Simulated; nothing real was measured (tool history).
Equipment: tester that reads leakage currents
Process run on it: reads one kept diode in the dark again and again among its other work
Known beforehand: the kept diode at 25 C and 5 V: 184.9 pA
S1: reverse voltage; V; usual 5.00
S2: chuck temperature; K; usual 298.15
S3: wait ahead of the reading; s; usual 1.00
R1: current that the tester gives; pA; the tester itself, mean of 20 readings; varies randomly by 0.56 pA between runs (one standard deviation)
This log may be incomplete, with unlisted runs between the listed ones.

Run 1, day 0.000: usual settings. Result: R1 186.78 pA.
Run 2, day 3.908: usual settings. Result: R1 186.19 pA.
Run 3, day 7.933: usual settings. Result: R1 185.77 pA.
Run 4, day 10.862: usual settings. Result: R1 186.58 pA.
Run 5, day 14.333: usual settings. Result: R1 186.66 pA.
Run 6, day 16.296: usual settings. Result: R1 185.98 pA.
Run 7, day 19.871: usual settings. Result: R1 186.11 pA.
Run 8, day 22.617: usual settings. Result: R1 186.67 pA.
Run 9, day 26.412: usual settings. Result: R1 187.08 pA.
Run 10, day 29.800: usual settings. Result: R1 186.94 pA.
Run 11, day 32.283: usual settings but S2 296.15 K. Result: R1 155.43 pA.
Run 12, day 35.096: usual settings but S2 296.15 K, S3 9.69 s. Result: R1 154.40 pA.
Run 13, day 38.412: usual settings. Result: R1 186.32 pA.
Run 14, day 42.225: usual settings. Result: R1 187.40 pA.
Run 15, day 45.550: usual settings. Result: R1 187.38 pA.
Run 16, day 48.358: usual settings. Result: R1 187.67 pA.
At day 48.692: probe card cleaned and baked.
Run 17, day 50.525: usual settings. Result: R1 187.35 pA.
Run 18, day 52.983: usual settings. Result: R1 185.89 pA.
Run 19, day 56.850: usual settings. Result: R1 186.62 pA.
Run 20, day 59.196: usual settings. Result: R1 186.05 pA.
Run 21, day 61.267: usual settings but S2 309.15 K. Result: R1 481.57 pA.
Run 22, day 63.196: usual settings but S2 294.15 K, S3 0.48 s. Result: R1 131.71 pA.
Run 23, day 65.638: usual settings but S2 311.15 K, S3 2.19 s. Result: R1 574.09 pA.
Run 24, day 68.646: usual settings but S2 303.15 K, S3 2.19 s. Result: R1 289.22 pA.
Run 25, day 72.075: usual settings but S2 303.15 K, S3 2.19 s. Result: R1 291.28 pA.
Run 26, day 74.588: usual settings but S1 3.63 V, S2 296.15 K, S3 2.58 s. Result: R1 131.58 pA.
Run 27, day 76.679: usual settings but S1 3.63 V, S2 296.15 K, S3 2.58 s. Result: R1 132.72 pA.
Run 28, day 78.704: usual settings but S1 3.63 V, S2 304.15 K, S3 0.59 s. Result: R1 269.88 pA.
Run 29, day 81.033: usual settings but S2 307.15 K, S3 0.87 s. Result: R1 408.57 pA.
Run 30, day 84.842: usual settings but S2 307.15 K, S3 0.87 s. Result: R1 408.84 pA.
Run 31, day 88.554: usual settings but S1 4.94 V, S2 310.15 K, S3 0.64 s. Result: R1 526.44 pA.
Run 32, day 90.808: usual settings but S1 4.94 V, S2 315.15 K, S3 1.21 s. Result: R1 792.38 pA.
Run 33, day 93.917: usual settings but S1 2.21 V, S3 1.85 s. Result: R1 123.34 pA.
Run 34, day 97.725: usual settings but S2 303.15 K, S3 3.53 s. Result: R1 288.00 pA.
At day 100.883: chuck's temperature calibrated.
Run 35, day 101.475: usual settings but S1 1.66 V, S2 321.15 K, S3 0.67 s. Result: R1 733.91 pA.
Run 36, day 104.867: usual settings but S1 11.15 V, S2 294.15 K, S3 4.37 s. Result: R1 193.43 pA.
Run 37, day 107.275: usual settings but S1 13.07 V, S2 295.15 K, S3 5.25 s. Result: R1 230.20 pA.
Run 38, day 111.300: usual settings but S1 9.24 V, S2 330.15 K, S3 0.41 s. Result: R1 3461.68 pA.
Run 39, day 113.121: usual settings but S1 9.24 V, S2 330.15 K, S3 0.41 s. Result: R1 3455.90 pA.
Run 40, day 115.483: usual settings but S1 19.37 V, S2 306.15 K, S3 0.41 s. Result: R1 754.96 pA.

Had the tool no unlogged condition, and each run kept its random variation, what would the results have been?
The hidden state here: stray current of the dirty probe card, pA a volt; current scale over the true one, %; true chuck temperature over the reading, C; drift of the gauge itself on leakage_pa, %.
run       R1
  1   186.68
  2   186.08
  3   185.64
  4   186.45
  5   186.52
  6   185.83
  7   185.95
  8   186.50
  9   186.90
 10   186.75
 11   155.25
 12   154.21
 13   186.10
 14   187.18
 15   187.14
 16   187.42
 17   187.19
 18   185.72
 19   186.44
 20   185.87
 21   481.12
 22   131.57
 23   573.53
 24   288.90
 25   290.95
 26   131.41
 27   132.55
 28   269.55
 29   408.07
 30   408.32
 31   525.76
 32   791.38
 33   123.15
 34   287.56
 35   733.78
 36   193.32
 37   230.06
 38  3460.68
 39  3454.83
 40   754.56
